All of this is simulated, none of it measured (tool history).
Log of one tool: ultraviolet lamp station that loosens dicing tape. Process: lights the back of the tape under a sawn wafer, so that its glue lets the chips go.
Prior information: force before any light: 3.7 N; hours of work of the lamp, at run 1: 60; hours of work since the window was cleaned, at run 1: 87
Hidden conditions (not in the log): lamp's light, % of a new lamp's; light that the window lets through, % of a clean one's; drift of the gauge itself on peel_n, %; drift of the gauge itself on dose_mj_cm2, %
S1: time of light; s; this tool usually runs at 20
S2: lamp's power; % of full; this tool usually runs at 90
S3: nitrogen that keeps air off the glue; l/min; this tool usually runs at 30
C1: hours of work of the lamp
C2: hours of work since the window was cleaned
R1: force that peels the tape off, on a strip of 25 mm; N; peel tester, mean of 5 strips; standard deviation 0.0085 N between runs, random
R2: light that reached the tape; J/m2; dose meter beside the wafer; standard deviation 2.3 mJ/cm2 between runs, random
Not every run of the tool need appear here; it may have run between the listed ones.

run   hour  S1  S2  S3   C1   C2     R1    R2
  1      0  20  90  30   60   87  0.395  2230
  2   18.2  20  90  30   71   99  0.382  2180
  3   40.9  20  90  30   85  113  0.384  2130
  4   73.5  20  90  30  105  133  0.405  2120
  5  103.1  20  90  30  124  151  0.411  2100
  6  121.6  20  90  30  135  162  0.414  2120
  7  136.1  20  90  30  144  171  0.409  2080
  8  150.4  20  90  30  153  180  0.433  2070
  9  178.6  20  64  30  170  198  0.767  1500
 10  200.7  35  90  30  184  211   0.16  3610
 11  219.4  35  90  30  195  223  0.164  3620
 12  243.3  35  90  30  210  238  0.161  3520
 13  270.3  20  90  11  227  254  0.806  2020
 14  300.8  20  94  30  245  273  0.426  2070
 15  320.8  20  90  30  258  285  0.463  2000
 16  346.9  20  90  30  274  301   0.48  1940
 17  365.7  20  90  32  286  313   0.45  1960
 18  392.5  20  77  19  302  330  0.775  1660
 19  411.9  18  99  45  314  342  0.413  1910
 20  432.4  20  91  15  327  354  0.736  1970
 21  451.3  20  86  56  338  366  0.387  1790
     464.7  -- window cleaned of glue's vapour
 22  480.8  20  86  56  356   10  0.315  2080
 23  494.4  20  64  30  365   18  0.703  1500
 24    509  20  89  19  374   27  0.523  2100
 25  527.6  20  89  19  385   39  0.529  2140
 26  558.1  20  96  19  404   58  0.454  2320
 27  581.6  20  96  19  418   72  0.491  2310
 28  603.7  12  78  39  432   86  0.948  1080
 29  626.2  12  78  39  446  100  1.002  1090
 30  655.3  25  90  12  464  118  0.506  2610
 31  669.9  25  90  12  473  127  0.493  2570
 32  692.8  25  90  12  487  141  0.517  2550

4 ways to go on from here, each from the tool as it stands after run 32. What would each give?
  A  711.3  16  94  30  498  152   ?   ?
  B  711.3  30  63  30  498  152   ?   ?
  C  711.3  15  90  30  498  152   ?   ?
  D  711.3  25  77  12  498  152   ?   ?

run     R1    R2
  A  0.617  1720
  B  0.416  2140
  C  0.705  1530
  D  0.651  2110
Without the tool's hidden state the same runs would have given:
run     R1    R2
  A  0.498  1950
  B  0.329  2430
  C  0.577  1740
  D  0.529  2400
